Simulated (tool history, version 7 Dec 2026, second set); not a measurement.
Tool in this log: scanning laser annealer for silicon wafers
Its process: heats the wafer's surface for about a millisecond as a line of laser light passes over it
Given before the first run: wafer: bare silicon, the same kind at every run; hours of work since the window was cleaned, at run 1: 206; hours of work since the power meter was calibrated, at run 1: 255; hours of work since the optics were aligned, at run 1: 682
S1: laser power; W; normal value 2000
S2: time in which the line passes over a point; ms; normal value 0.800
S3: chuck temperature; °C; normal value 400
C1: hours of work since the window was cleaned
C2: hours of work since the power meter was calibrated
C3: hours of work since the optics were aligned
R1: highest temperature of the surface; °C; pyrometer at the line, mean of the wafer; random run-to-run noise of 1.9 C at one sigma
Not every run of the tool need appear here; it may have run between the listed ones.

run	day	S1	S2	S3	C1	C2	C3	R1
1	0.000	2000	0.800	400	206	255	682	1247
2	0.400	2000	0.800	400	213	262	689	1245
3	0.817	2000	0.800	400	221	270	696	1246
4	1.200	2000	0.800	400	228	277	703	1246
5	1.642	2000	0.800	400	236	285	711	1246
6	2.092	2000	0.800	400	244	293	719	1243
7	2.900	2000	0.800	400	258	308	734	1245
8	3.592	2000	0.800	400	271	320	747	1244
9	4.467	2000	0.800	400	287	336	763	1247
10	5.012	2000	0.800	400	297	346	773	1242
11	5.675	2000	0.800	400	309	358	785	1242
12	6.233	2000	0.800	400	319	368	795	1243
13	7.108	2000	0.800	416	335	384	811	1261
14	7.658	2000	0.800	400	345	394	821	1249
15	8.467	2000	0.800	400	360	409	835	1244
16	9.146	2000	0.800	400	372	421	848	1242
17	9.775	2000	0.800	400	383	433	859	1240
18	10.450	2000	0.800	400	396	445	871	1244
19	10.929	2000	0.800	400	404	454	880	1243
20	11.808	2000	0.688	400	420	470	896	1174
21	12.354	2000	0.688	400	430	480	906	1176
22	12.733	2000	0.688	400	437	486	913	1177
23	13.196	2000	0.751	400	445	495	921	1213
24	13.721	2135	0.618	419	455	504	931	1194
25	14.142	1969	0.800	400	463	512	938	1233
26	14.583	1969	0.632	394	471	520	946	1117
27	15.142	2115	0.728	400	481	530	957	1240
28	15.817	1762	0.667	435	493	542	969	1110
29	16.433	1762	0.667	435	504	554	980	1110
30	17.171	2000	0.946	390	518	567	993	1320
31	17.725	2000	0.800	364	528	577	1004	1207
32	18.538	2000	0.800	374	543	592	1018	1219
33	19.088	2000	0.800	374	553	602	1028	1221
34	19.733	2000	0.701	403	564	614	1040	1185
35	20.525	1937	0.949	428	579	628	1054	1331
36	20.912	2036	0.705	416	586	635	1061	1212
# day 21.471: window over the wafer cleaned
37	21.621	1803	0.839	394	3	646	1073	1181
38	22.225	1803	0.839	394	14	657	1084	1185
39	22.675	1803	0.839	394	22	666	1092	1183
40	23.321	1999	0.839	386	34	677	1104	1249
41	23.808	1784	0.643	378	42	686	1112	1050

What differs in the tool's unlogged condition from the final listed run ahead of each entry between runs to the first listed run following it?
In the gap between runs 36 and 37: window over the wafer cleaned (day 21.471)
  light that passes the window, % of a clean one's: 99.88 -> 100

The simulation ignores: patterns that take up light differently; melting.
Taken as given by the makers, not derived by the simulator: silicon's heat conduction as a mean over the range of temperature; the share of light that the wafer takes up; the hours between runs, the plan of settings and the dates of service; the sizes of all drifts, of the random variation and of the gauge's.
